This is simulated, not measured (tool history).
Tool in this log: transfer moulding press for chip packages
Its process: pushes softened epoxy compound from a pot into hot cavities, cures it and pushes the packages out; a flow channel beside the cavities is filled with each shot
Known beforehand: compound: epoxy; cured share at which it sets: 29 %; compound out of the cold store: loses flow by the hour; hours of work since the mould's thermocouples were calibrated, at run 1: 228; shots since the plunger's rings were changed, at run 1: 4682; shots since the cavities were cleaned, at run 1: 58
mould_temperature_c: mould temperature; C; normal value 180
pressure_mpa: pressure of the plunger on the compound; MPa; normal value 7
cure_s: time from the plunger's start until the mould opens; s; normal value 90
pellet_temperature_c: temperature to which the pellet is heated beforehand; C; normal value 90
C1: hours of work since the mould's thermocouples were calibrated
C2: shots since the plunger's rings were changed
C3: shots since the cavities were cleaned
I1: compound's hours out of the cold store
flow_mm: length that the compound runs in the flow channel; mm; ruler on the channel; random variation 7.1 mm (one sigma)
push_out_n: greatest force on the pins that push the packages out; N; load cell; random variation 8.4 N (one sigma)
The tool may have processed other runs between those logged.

Run 1, hour 0: usual settings; C1 228; C2 4682; C3 58; I1 39.6. Result: flow_mm 672 mm, push_out_n 405 N.
Run 2, hour 16.7: usual settings; C1 238; C2 4875; C3 251; I1 17.8. Result: flow_mm 728 mm, push_out_n 501 N.
Run 3, hour 30.4: usual settings but mould_temperature_c 184 C; C1 247; C2 5034; C3 410; I1 18.5. Result: flow_mm 733 mm, push_out_n 473 N.
At hour 35.8: plunger's sealing rings changed.
Run 4, hour 44.2: usual settings but mould_temperature_c 184 C; C1 253; C2 97; C3 541; I1 32.4. Result: flow_mm 726 mm, push_out_n 487 N.
Run 5, hour 65.8: usual settings; C1 266; C2 348; C3 792; I1 15.5. Result: flow_mm 793 mm, push_out_n 595 N.
Run 6, hour 78.1: usual settings; C1 274; C2 490; C3 934; I1 15.9. Result: flow_mm 791 mm, push_out_n 637 N.
At hour 85.3: cavities cleaned with cleaning compound and waxed.
Run 7, hour 93.5: usual settings but pressure_mpa 6.38 MPa; C1 282; C2 652; C3 96; I1 14.6. Result: flow_mm 768 mm, push_out_n 419 N.
Run 8, hour 105.7: usual settings but pressure_mpa 6.38 MPa; C1 289; C2 793; C3 237; I1 24. Result: flow_mm 735 mm, push_out_n 477 N.
Run 9, hour 118.4: usual settings but pressure_mpa 6.38 MPa; C1 297; C2 940; C3 384; I1 21.2. Result: flow_mm 738 mm, push_out_n 544 N.
Run 10, hour 133.9: usual settings but pressure_mpa 8.39 MPa; C1 306; C2 1120; C3 564; I1 45.2. Result: flow_mm 748 mm, push_out_n 522 N.
Run 11, hour 143.3: usual settings but pressure_mpa 8.39 MPa; C1 312; C2 1229; C3 673; I1 21.1. Result: flow_mm 833 mm, push_out_n 577 N.
Run 12, hour 160.1: usual settings but mould_temperature_c 178 C; C1 322; C2 1424; C3 868; I1 27.2. Result: flow_mm 742 mm, push_out_n 672 N.
At hour 173.4: cavities cleaned with cleaning compound and waxed.
Run 13, hour 174.8: usual settings but mould_temperature_c 178 C; C1 329; C2 1577; C3 17; I1 18.5. Result: flow_mm 775 mm, push_out_n 416 N.
Run 14, hour 190.5: usual settings but pellet_temperature_c 93 C; C1 339; C2 1759; C3 199; I1 12.2. Result: flow_mm 806 mm, push_out_n 478 N.
Run 15, hour 207.7: usual settings but mould_temperature_c 175 C, pressure_mpa 6.81 MPa, cure_s 118 s, pellet_temperature_c 89 C; C1 349; C2 1958; C3 398; I1 14. Result: flow_mm 795 mm, push_out_n 465 N.
Run 16, hour 224.9: usual settings but mould_temperature_c 186 C, pressure_mpa 8.36 MPa, cure_s 119 s, pellet_temperature_c 99 C; C1 359; C2 2159; C3 599; I1 16.7. Result: flow_mm 836 mm, push_out_n 401 N.
Run 17, hour 245.2: usual settings but pressure_mpa 7.99 MPa, pellet_temperature_c 94 C; C1 371; C2 2394; C3 834; I1 26.1. Result: flow_mm 795 mm, push_out_n 602 N.
At hour 260.5: cavities cleaned with cleaning compound and waxed.
Run 18, hour 260.5: usual settings but mould_temperature_c 179 C, pressure_mpa 5.29 MPa, cure_s 86 s; C1 380; C2 2554; C3 0; I1 23.6. Result: flow_mm 652 mm, push_out_n 411 N.
At hour 264.1: mould's thermocouples calibrated.
Run 19, hour 272.2: usual settings but cure_s 118 s, pellet_temperature_c 94 C; C1 5; C2 2667; C3 113; I1 44.9. Result: flow_mm 675 mm, push_out_n 323 N.
Run 20, hour 282.2: usual settings but cure_s 118 s, pellet_temperature_c 94 C; C1 11; C2 2782; C3 228; I1 36.3. Result: flow_mm 699 mm, push_out_n 384 N.
Run 21, hour 291.5: usual settings but cure_s 118 s, pellet_temperature_c 94 C; C1 16; C2 2890; C3 336; I1 24.2. Result: flow_mm 742 mm, push_out_n 367 N.
Run 22, hour 307.3: usual settings but mould_temperature_c 185 C, pressure_mpa 8.01 MPa, cure_s 126 s, pellet_temperature_c 80 C; C1 26; C2 3074; C3 520; I1 20.3. Result: flow_mm 802 mm, push_out_n 413 N.
Run 23, hour 317.7: usual settings but mould_temperature_c 185 C, pressure_mpa 8.01 MPa, cure_s 126 s, pellet_temperature_c 80 C; C1 32; C2 3194; C3 640; I1 45.4. Result: flow_mm 692 mm, push_out_n 429 N.
Run 24, hour 335.2: usual settings but mould_temperature_c 175 C, pressure_mpa 8.26 MPa; C1 42; C2 3397; C3 843; I1 44.5. Result: flow_mm 744 mm, push_out_n 765 N.
At hour 349.6: cavities cleaned with cleaning compound and waxed.
Run 25, hour 351.8: usual settings but mould_temperature_c 175 C, pressure_mpa 8.26 MPa; C1 51; C2 3572; C3 25; I1 41.2. Result: flow_mm 736 mm, push_out_n 482 N.
At hour 369.3: mould's thermocouples calibrated, once more.
Run 26, hour 372.4: usual settings but mould_temperature_c 175 C, cure_s 81 s; C1 2; C2 3788; C3 241; I1 46.9. Result: flow_mm 664 mm, push_out_n 832 N.
Run 27, hour 392.4: usual settings but mould_temperature_c 175 C, pressure_mpa 7.35 MPa, cure_s 81 s; C1 14; C2 4020; C3 473; I1 17.8. Result: flow_mm 771 mm, push_out_n 1062 N.
Run 28, hour 405.1: usual settings but mould_temperature_c 175 C, pressure_mpa 6.52 MPa, cure_s 81 s, pellet_temperature_c 94 C; C1 21; C2 4167; C3 620; I1 33.8. Result: flow_mm 691 mm, push_out_n 1013 N.

For each entry between runs, how does the tool's hidden state at the last listed run before it compare with that at the first listed run after it?
After run 3, before run 4: plunger's sealing rings changed (hour 35.8)
  true mould temperature over the reading, C: 0.29 -> 0.3; pressure that reaches the compound, % of what is set: 85.34 -> 99.53; grip of the stained cavities, % over clean ones': 50.7 -> 58.6
  what was measured, less what the result would be without the hidden state, flow_mm: -61 -> -2 mm; push_out_n: +156 -> +175 N
After run 6, before run 7: cavities cleaned with cleaning compound and waxed (hour 85.3)
  true mould temperature over the reading, C: 0.33 -> 0.35; pressure that reaches the compound, % of what is set: 98.47 -> 98.03; grip of the stained cavities, % over clean ones': 70.8 -> 16.9
  what was measured, less what the result would be without the hidden state, flow_mm: -7 -> -9 mm; push_out_n: +257 -> +53 N
After run 12, before run 13: cavities cleaned with cleaning compound and waxed (hour 173.4)
  true mould temperature over the reading, C: 0.41 -> 0.42; pressure that reaches the compound, % of what is set: 95.88 -> 95.43; grip of the stained cavities, % over clean ones': 69.9 -> 4.1
  what was measured, less what the result would be without the hidden state, flow_mm: -17 -> -20 mm; push_out_n: +264 -> +5 N
After run 17, before run 18: cavities cleaned with cleaning compound and waxed (hour 260.5)
  true mould temperature over the reading, C: 0.48 -> 0.49; pressure that reaches the compound, % of what is set: 93.16 -> 92.74; grip of the stained cavities, % over clean ones': 68.6 -> 1.9
  what was measured, less what the result would be without the hidden state, flow_mm: -30 -> -27 mm; push_out_n: +233 -> -6 N
After run 18, before run 19: mould's thermocouples calibrated (hour 264.1)
  true mould temperature over the reading, C: 0.49 -> 0.83; pressure that reaches the compound, % of what is set: 92.74 -> 92.44; grip of the stained cavities, % over clean ones': 1.9 -> 20.5
  what was measured, less what the result would be without the hidden state, flow_mm: -27 -> -30 mm; push_out_n: -6 -> +52 N
After run 24, before run 25: cavities cleaned with cleaning compound and waxed (hour 349.6)
  true mould temperature over the reading, C: 0.89 -> 0.9; pressure that reaches the compound, % of what is set: 90.4 -> 89.92; grip of the stained cavities, % over clean ones': 68.8 -> 5.6
  what was measured, less what the result would be without the hidden state, flow_mm: -42 -> -44 mm; push_out_n: +285 -> -4 N
After run 25, before run 26: mould's thermocouples calibrated, once more (hour 369.3)
  true mould temperature over the reading, C: 0.9 -> 0.19; pressure that reaches the compound, % of what is set: 89.92 -> 89.29; grip of the stained cavities, % over clean ones': 5.6 -> 36.4
  what was measured, less what the result would be without the hidden state, flow_mm: -44 -> -39 mm; push_out_n: -4 -> +212 N
